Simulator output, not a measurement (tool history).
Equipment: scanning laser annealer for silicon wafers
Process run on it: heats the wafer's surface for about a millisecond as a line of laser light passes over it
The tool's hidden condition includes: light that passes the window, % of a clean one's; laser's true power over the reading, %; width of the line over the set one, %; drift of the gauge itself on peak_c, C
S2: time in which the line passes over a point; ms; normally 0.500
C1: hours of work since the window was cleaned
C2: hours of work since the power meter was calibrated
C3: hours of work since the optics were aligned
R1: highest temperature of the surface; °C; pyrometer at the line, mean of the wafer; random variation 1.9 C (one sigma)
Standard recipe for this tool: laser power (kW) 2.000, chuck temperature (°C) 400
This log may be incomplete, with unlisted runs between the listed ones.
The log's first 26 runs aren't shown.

{"run": 27, "hour": 991.8, "laser power (kW)": 1.852, "S2": 0.43, "chuck temperature (°C)": 406, "C1": 287, "C2": 1649, "C3": 84, "R1": 1029}
{"run": 28, "hour": 1044.0, "laser power (kW)": 1.923, "S2": 0.583, "chuck temperature (°C)": 419, "C1": 317, "C2": 1678, "C3": 113, "R1": 1196}
{"run": 29, "hour": 1072.3, "laser power (kW)": 1.923, "S2": 0.583, "chuck temperature (°C)": 419, "C1": 333, "C2": 1694, "C3": 129, "R1": 1202}
{"run": 30, "hour": 1110.6, "laser power (kW)": 1.923, "S2": 0.381, "chuck temperature (°C)": 363, "C1": 355, "C2": 1716, "C3": 151, "R1": 971}
{"run": 31, "hour": 1139.2, "laser power (kW)": 1.923, "S2": 0.381, "chuck temperature (°C)": 363, "C1": 371, "C2": 1732, "C3": 167, "R1": 970}
{"run": 32, "hour": 1168.8, "laser power (kW)": 1.952, "S2": 0.41, "chuck temperature (°C)": 365, "C1": 387, "C2": 1749, "C3": 184, "R1": 1007}
{"run": 33, "hour": 1197.5, "laser power (kW)": 2.131, "S2": 0.366, "chuck temperature (°C)": 433, "C1": 404, "C2": 1765, "C3": 200, "R1": 1111}
{"run": 34, "hour": 1235.0, "laser power (kW)": 2.114, "S2": 0.576, "chuck temperature (°C)": 400, "C1": 425, "C2": 1786, "C3": 221, "R1": 1277}
{"run": 35, "hour": 1266.6, "laser power (kW)": 2.114, "S2": 0.576, "chuck temperature (°C)": 400, "C1": 443, "C2": 1804, "C3": 239, "R1": 1277}
{"run": 36, "hour": 1293.0, "laser power (kW)": 2.114, "S2": 0.576, "chuck temperature (°C)": 400, "C1": 457, "C2": 1819, "C3": 254, "R1": 1278}
{"run": 37, "hour": 1326.9, "laser power (kW)": 1.809, "S2": 0.381, "chuck temperature (°C)": 365, "C1": 477, "C2": 1838, "C3": 273, "R1": 924}
{"run": 38, "hour": 1351.5, "laser power (kW)": 1.943, "S2": 0.501, "chuck temperature (°C)": 413, "C1": 491, "C2": 1852, "C3": 287, "R1": 1135}
{"run": 39, "hour": 1394.1, "laser power (kW)": 1.841, "S2": 0.523, "chuck temperature (°C)": 400, "C1": 515, "C2": 1876, "C3": 311, "R1": 1093}
{"run": 40, "hour": 1420.2, "laser power (kW)": 1.927, "S2": 0.5, "chuck temperature (°C)": 400, "C1": 529, "C2": 1891, "C3": 326, "R1": 1116}
{"run": 41, "hour": 1464.9, "laser power (kW)": 1.927, "S2": 0.5, "chuck temperature (°C)": 400, "C1": 555, "C2": 1916, "C3": 351, "R1": 1112}

Below are 4 alternative next runs, each starting from the tool's condition after run 41. Predict each:
{"run": "A", "hour": 1488.7, "laser power (kW)": 1.927, "S2": 0.454, "chuck temperature (°C)": 400, "C1": 568, "C2": 1929, "C3": 364, "R1": "?"}
{"run": "B", "hour": 1488.7, "laser power (kW)": 1.933, "S2": 0.558, "chuck temperature (°C)": 372, "C1": 568, "C2": 1929, "C3": 364, "R1": "?"}
{"run": "C", "hour": 1488.7, "laser power (kW)": 2.0, "S2": 0.499, "chuck temperature (°C)": 400, "C1": 568, "C2": 1929, "C3": 364, "R1": "?"}
{"run": "D", "hour": 1488.7, "laser power (kW)": 1.746, "S2": 0.42, "chuck temperature (°C)": 372, "C1": 568, "C2": 1929, "C3": 364, "R1": "?"}

run=A R1=1076
run=B R1=1137
run=C R1=1152
run=D R1=938
Had the tool no hidden state, the same runs would have come out as:
run=A R1=1076
run=B R1=1137
run=C R1=1152
run=D R1=938
